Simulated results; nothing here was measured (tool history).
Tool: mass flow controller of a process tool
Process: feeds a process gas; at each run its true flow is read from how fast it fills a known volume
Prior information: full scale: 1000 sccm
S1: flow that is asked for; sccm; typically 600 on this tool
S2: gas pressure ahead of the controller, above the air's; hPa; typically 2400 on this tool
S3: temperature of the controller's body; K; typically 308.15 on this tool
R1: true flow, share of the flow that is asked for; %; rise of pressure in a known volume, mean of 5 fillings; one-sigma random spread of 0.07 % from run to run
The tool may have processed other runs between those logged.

| run | hour | S1 | S2 | S3 | R1 |
|---|---|---|---|---|---|
| 1 | 0.0 | 600 | 2400 | 308.15 | 98.68 |
| 2 | 169.1 | 600 | 2400 | 308.15 | 98.71 |
| 3 | 303.0 | 158 | 2400 | 308.15 | 97.92 |
| 4 | 429.6 | 158 | 2400 | 308.15 | 97.96 |
| 5 | 541.5 | 158 | 2400 | 308.15 | 97.87 |
| 6 | 676.4 | 158 | 2400 | 308.15 | 98.08 |
| 7 | 842.7 | 158 | 2400 | 308.15 | 98.01 |
| 8 | 935.5 | 158 | 2400 | 308.15 | 98.10 |
| 9 | 1089.5 | 158 | 2400 | 308.15 | 98.18 |
| 10 | 1239.8 | 158 | 2400 | 308.15 | 98.17 |
| 11 | 1315.6 | 158 | 2400 | 308.15 | 98.28 |
| 12 | 1451.4 | 158 | 2400 | 308.15 | 98.32 |
| 13 | 1597.8 | 600 | 2400 | 297.15 | 100.12 |
| 14 | 1695.9 | 600 | 2400 | 297.15 | 100.14 |
| 15 | 1814.7 | 139 | 1700 | 295.15 | 98.91 |
| 16 | 1951.3 | 139 | 1700 | 295.15 | 99.00 |
| 17 | 2034.8 | 139 | 1700 | 295.15 | 99.00 |
| 18 | 2171.5 | 139 | 1700 | 295.15 | 99.05 |
|  | 2218.3 | gauge calibrated |
| 19 | 2308.5 | 119 | 2650 | 307.15 | 98.10 |

4 ways to go on from here, each from the tool as it stands after run 19. What would each give?
| A | 2480.0 | 119 | 2060 | 293.15 | ? |
| B | 2480.0 | 119 | 2650 | 297.15 | ? |
| C | 2480.0 | 600 | 2490 | 308.15 | ? |
| D | 2480.0 | 186 | 2650 | 307.15 | ? |

| run | R1 |
|---|---|
| A | 98.69 |
| B | 98.72 |
| C | 98.78 |
| D | 98.16 |
Without the tool's hidden state the same runs would have given:
| run | R1 |
|---|---|
| A | 98.60 |
| B | 98.64 |
| C | 98.69 |
| D | 98.07 |
